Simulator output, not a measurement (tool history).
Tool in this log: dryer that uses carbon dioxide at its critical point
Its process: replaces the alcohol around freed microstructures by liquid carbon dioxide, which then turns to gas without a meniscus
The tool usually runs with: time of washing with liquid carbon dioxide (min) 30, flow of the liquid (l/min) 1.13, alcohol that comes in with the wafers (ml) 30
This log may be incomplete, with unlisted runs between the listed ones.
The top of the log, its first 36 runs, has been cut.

run	hour	time of washing with liquid carbon dioxide (min)	flow of the liquid (l/min)	alcohol that comes in with the wafers (ml)	alcohol left in the vessel before it's heated (ppm by volume)
37	550.0	32	1.83	35	157
38	567.6	32	1.83	35	143
39	580.2	31	1.16	56	170
40	596.5	30	1.85	32	159
41	615.4	21	1.39	61	208
42	628.3	31	1.42	32	160
43	640.9	31	1.42	32	170
44	659.6	41	1.68	32	166
45	677.4	30	1.58	30	164
46	692.9	30	1.13	52	182
47	712.2	26	1.15	75	241

Here are 4 independent what-if runs from the current tool condition. What would each one return?
A	731.8	26	1.15	83	?
B	731.8	43	0.99	59	?
C	731.8	33	1.81	28	?
D	731.8	46	1.13	30	?

run	alcohol left in the vessel before it's heated (ppm by volume)
A	242
B	181
C	177
D	183
Stripped of hidden state, with their random variation kept, the same runs would have yielded:
run	alcohol left in the vessel before it's heated (ppm by volume)
A	62
B	8
C	9
D	14

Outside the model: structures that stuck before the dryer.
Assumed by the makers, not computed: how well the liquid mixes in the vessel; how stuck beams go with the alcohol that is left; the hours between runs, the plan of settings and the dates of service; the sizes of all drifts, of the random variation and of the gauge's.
